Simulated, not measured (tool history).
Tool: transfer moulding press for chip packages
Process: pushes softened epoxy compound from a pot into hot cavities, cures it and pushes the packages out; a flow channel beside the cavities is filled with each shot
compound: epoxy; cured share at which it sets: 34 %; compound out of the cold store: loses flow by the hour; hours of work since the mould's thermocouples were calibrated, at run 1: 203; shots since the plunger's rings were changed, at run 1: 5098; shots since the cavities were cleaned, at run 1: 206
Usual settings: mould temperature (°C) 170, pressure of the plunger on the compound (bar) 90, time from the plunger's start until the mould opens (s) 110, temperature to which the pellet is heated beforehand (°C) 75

run,hour,mould temperature (°C),pressure of the plunger on the compound (bar),time from the plunger's start until the mould opens (s),temperature to which the pellet is heated beforehand (°C),hours of work since the mould's thermocouples were calibrated,shots since the plunger's rings were changed,shots since the cavities were cleaned,incoming compound's hours out of the cold store,length that the compound runs in the flow channel (mm),greatest force on the pins that push the packages out (N)
1,0,170,90,110,75,203,5098,206,32.4,636,209
2,13.9,170,90,110,75,209,5197,305,40.4,601,200
# hour 21.9: plunger's sealing rings changed
3,29.5,170,90,110,75,214,54,399,16.9,681,223
4,41.4,170,90,110,75,219,138,483,32,630,201
5,52.8,170,90,110,75,224,220,565,17.5,684,221
6,66.1,170,90,110,75,229,314,659,33.4,621,197
# hour 73.4: cavities cleaned with cleaning compound and waxed
7,75.3,170,90,110,75,233,369,13,9.1,708,211
8,90.8,170,90,110,75,239,480,124,33.5,629,197
9,101.1,170,90,110,75,243,553,197,18.3,677,210
10,113.1,170,90,110,75,248,638,282,35.7,619,203
11,121.1,170,90,110,75,252,695,339,9.4,722,208
12,131.7,170,90,110,75,256,771,415,32.6,634,199
13,144.6,174,90,110,84,262,862,506,27.3,647,187
14,158.7,170,89.4,112,67,268,963,607,15.7,692,205
# hour 173.3: cavities cleaned with cleaning compound and waxed
15,174.7,170,89.4,112,67,274,1066,10,45.3,585,202
16,190.6,170,89.4,150,67,280,1179,123,20.5,655,179
17,201.2,170,89.4,150,67,285,1255,199,41.6,603,186
18,210.1,170,89.4,150,67,288,1318,262,44,587,185
19,222,166,79.3,112,66,293,1402,346,26.3,621,230
20,235.6,165,68.7,103,83,299,1499,443,35.8,553,279
21,242.5,165,68.7,103,83,302,1548,492,21.1,591,283

5 ways to go on from here, each from the tool as it stands after run 21. What would each give?
A,257.2,165,68.7,103,77,308,1653,597,23.4,?,?
B,257.2,170,85.4,110,84,308,1653,597,30.9,?,?
C,257.2,168,90,93,84,308,1653,597,37,?,?
D,257.2,163,108.9,110,75,308,1653,597,37.7,?,?
E,257.2,172,101.2,110,78,308,1653,597,34.7,?,?

run,length that the compound runs in the flow channel (mm),greatest force on the pins that push the packages out (N)
A,584,282
B,623,206
C,617,275
D,677,272
E,659,202
Without the tool's hidden state the same runs would have given:
run,length that the compound runs in the flow channel (mm),greatest force on the pins that push the packages out (N)
A,584,277
B,623,203
C,617,270
D,678,268
E,660,199
